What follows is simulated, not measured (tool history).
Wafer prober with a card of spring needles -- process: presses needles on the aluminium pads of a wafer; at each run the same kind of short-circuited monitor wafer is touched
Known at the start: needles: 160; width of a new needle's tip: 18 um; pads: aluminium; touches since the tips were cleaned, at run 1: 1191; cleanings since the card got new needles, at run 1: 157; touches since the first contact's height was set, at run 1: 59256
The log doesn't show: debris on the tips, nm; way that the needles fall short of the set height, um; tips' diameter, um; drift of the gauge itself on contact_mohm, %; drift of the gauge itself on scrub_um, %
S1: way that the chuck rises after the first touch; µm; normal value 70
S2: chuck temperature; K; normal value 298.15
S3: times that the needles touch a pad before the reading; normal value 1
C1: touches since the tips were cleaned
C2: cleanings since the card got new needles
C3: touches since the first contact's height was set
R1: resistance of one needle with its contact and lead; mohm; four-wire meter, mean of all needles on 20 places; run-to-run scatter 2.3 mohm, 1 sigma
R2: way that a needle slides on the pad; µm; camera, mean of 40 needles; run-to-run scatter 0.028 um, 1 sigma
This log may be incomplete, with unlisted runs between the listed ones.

| run | hour | S1 | S2 | S3 | C1 | C2 | C3 | R1 | R2 |
|---|---|---|---|---|---|---|---|---|---|
| 1 | 0 | 70 | 298.15 | 1 | 1191 | 157 | 59256 | 252 | 9.23 |
|  | 10.8 | tips cleaned on abrasive film |
|  | 21.7 | tips cleaned on abrasive film |
|  | 35.2 | tips cleaned on abrasive film |
|  | 48.8 | tips cleaned on abrasive film |
|  | 59.6 | tips cleaned on abrasive film |
|  | 70.5 | tips cleaned on abrasive film |
| 2 | 76 | 70 | 298.15 | 1 | 3313 | 163 | 104506 | 257 | 9.24 |
|  | 81.5 | tips cleaned on abrasive film |
|  | 92.3 | tips cleaned on abrasive film |
|  | 105.8 | tips cleaned on abrasive film |
|  | 116.7 | tips cleaned on abrasive film |
|  | 130.2 | tips cleaned on abrasive film |
|  | 130.5 | height of the first contact set anew |
|  | 141.4 | tips cleaned on abrasive film |
|  | 154.8 | tips cleaned on abrasive film |
| 3 | 154.8 | 70 | 298.15 | 1 | 0 | 170 | 14453 | 251 | 9.22 |
|  | 165.6 | tips cleaned on abrasive film |
|  | 176.5 | tips cleaned on abrasive film |
|  | 190 | tips cleaned on abrasive film |
|  | 200.9 | tips cleaned on abrasive film |
| 4 | 209.5 | 70 | 298.15 | 1 | 5164 | 174 | 47037 | 256 | 9.27 |
|  | 212.3 | tips cleaned on abrasive film |
|  | 223.1 | tips cleaned on abrasive film |
|  | 234 | tips cleaned on abrasive film |
|  | 247.5 | tips cleaned on abrasive film |
|  | 261 | tips cleaned on abrasive film |
| 5 | 263.4 | 70 | 298.15 | 1 | 1414 | 179 | 79094 | 255 | 9.24 |
|  | 274.2 | tips cleaned on abrasive film |
|  | 285.1 | tips cleaned on abrasive film |
|  | 295.9 | tips cleaned on abrasive film |
|  | 309.5 | tips cleaned on abrasive film |
|  | 323 | tips cleaned on abrasive film |
|  | 336.5 | tips cleaned on abrasive film |
| 6 | 340.1 | 70 | 298.15 | 1 | 2142 | 185 | 124784 | 254 | 9.25 |
|  | 348.3 | tips cleaned on abrasive film |
|  | 359.1 | tips cleaned on abrasive film |
|  | 362.1 | height of the first contact set anew |
|  | 372.9 | tips cleaned on abrasive film |
| 7 | 380.9 | 70 | 298.15 | 1 | 4752 | 188 | 11204 | 250 | 9.26 |
|  | 386.3 | tips cleaned on abrasive film |
|  | 399.9 | tips cleaned on abrasive film |
|  | 410.7 | tips cleaned on abrasive film |
|  | 424.2 | tips cleaned on abrasive film |
|  | 435.1 | tips cleaned on abrasive film |
|  | 445.9 | tips cleaned on abrasive film |
| 8 | 454.9 | 77 | 329.15 | 1 | 5399 | 194 | 55313 | 262 | 10.16 |
|  | 457.7 | tips cleaned on abrasive film |
|  | 468.6 | tips cleaned on abrasive film |
|  | 479.4 | tips cleaned on abrasive film |
|  | 490.3 | tips cleaned on abrasive film |
|  | 503.8 | tips cleaned on abrasive film |
|  | 517.3 | tips cleaned on abrasive film |
|  | 528.6 | tips cleaned on abrasive film |
| 9 | 528.6 | 69 | 329.15 | 3 | 0 | 201 | 99093 | 262 | 9.09 |
|  | 539.4 | tips cleaned on abrasive film |
|  | 553 | tips cleaned on abrasive film |
|  | 566.5 | tips cleaned on abrasive film |
|  | 580 | tips cleaned on abrasive film |
|  | 590.9 | tips cleaned on abrasive film |
|  | 593.9 | height of the first contact set anew |
| 10 | 596.4 | 69 | 329.15 | 3 | 3123 | 206 | 1509 | 261 | 9.12 |
|  | 604.5 | tips cleaned on abrasive film |
|  | 618.1 | tips cleaned on abrasive film |
|  | 628.9 | tips cleaned on abrasive film |
|  | 639.8 | tips cleaned on abrasive film |
|  | 653.3 | tips cleaned on abrasive film |
|  | 666.8 | tips cleaned on abrasive film |
|  | 677.7 | tips cleaned on abrasive film |
| 11 | 687.9 | 56 | 329.15 | 3 | 6114 | 213 | 56011 | 267 | 7.38 |
|  | 690.6 | tips cleaned on abrasive film |
|  | 704.2 | tips cleaned on abrasive film |
|  | 715 | tips cleaned on abrasive film |
|  | 725.9 | tips cleaned on abrasive film |
|  | 737.9 | tips cleaned on abrasive film |
| 12 | 737.9 | 56 | 329.15 | 3 | 0 | 218 | 85758 | 266 | 7.42 |
|  | 748.8 | tips cleaned on abrasive film |
|  | 759.6 | tips cleaned on abrasive film |
|  | 770.5 | tips cleaned on abrasive film |
|  | 781.3 | tips cleaned on abrasive film |
|  | 794.8 | tips cleaned on abrasive film |
| 13 | 795.4 | 80 | 329.15 | 2 | 333 | 223 | 119963 | 259 | 10.58 |

Forecast each of these 3 alternatives for the next run:
|  | 806.2 | tips cleaned on abrasive film |
|  | 817.1 | tips cleaned on abrasive film |
|  | 825.5 | height of the first contact set anew |
|  | 828.2 | tips cleaned on abrasive film |
|  | 841.8 | tips cleaned on abrasive film |
|  | 855.3 | tips cleaned on abrasive film |
| A | 861.7 | 53 | 362.15 | 1 | 3857 | 228 | 21600 | ? | ? |
|  | 806.2 | tips cleaned on abrasive film |
|  | 817.1 | tips cleaned on abrasive film |
|  | 825.5 | height of the first contact set anew |
|  | 828.2 | tips cleaned on abrasive film |
|  | 841.8 | tips cleaned on abrasive film |
|  | 855.3 | tips cleaned on abrasive film |
| B | 861.7 | 80 | 374.15 | 2 | 3857 | 228 | 21600 | ? | ? |
|  | 806.2 | tips cleaned on abrasive film |
|  | 817.1 | tips cleaned on abrasive film |
|  | 825.5 | height of the first contact set anew |
|  | 828.2 | tips cleaned on abrasive film |
|  | 841.8 | tips cleaned on abrasive film |
|  | 855.3 | tips cleaned on abrasive film |
| C | 861.7 | 55 | 351.15 | 1 | 3857 | 228 | 21600 | ? | ? |

| run | R1 | R2 |
|---|---|---|
| A | 278 | 7 |
| B | 281 | 10.59 |
| C | 275 | 7.22 |
Without the tool's unlogged condition, the same runs would have read:
| run | R1 | R2 |
|---|---|---|
| A | 277 | 7 |
| B | 281 | 10.59 |
| C | 274 | 7.22 |
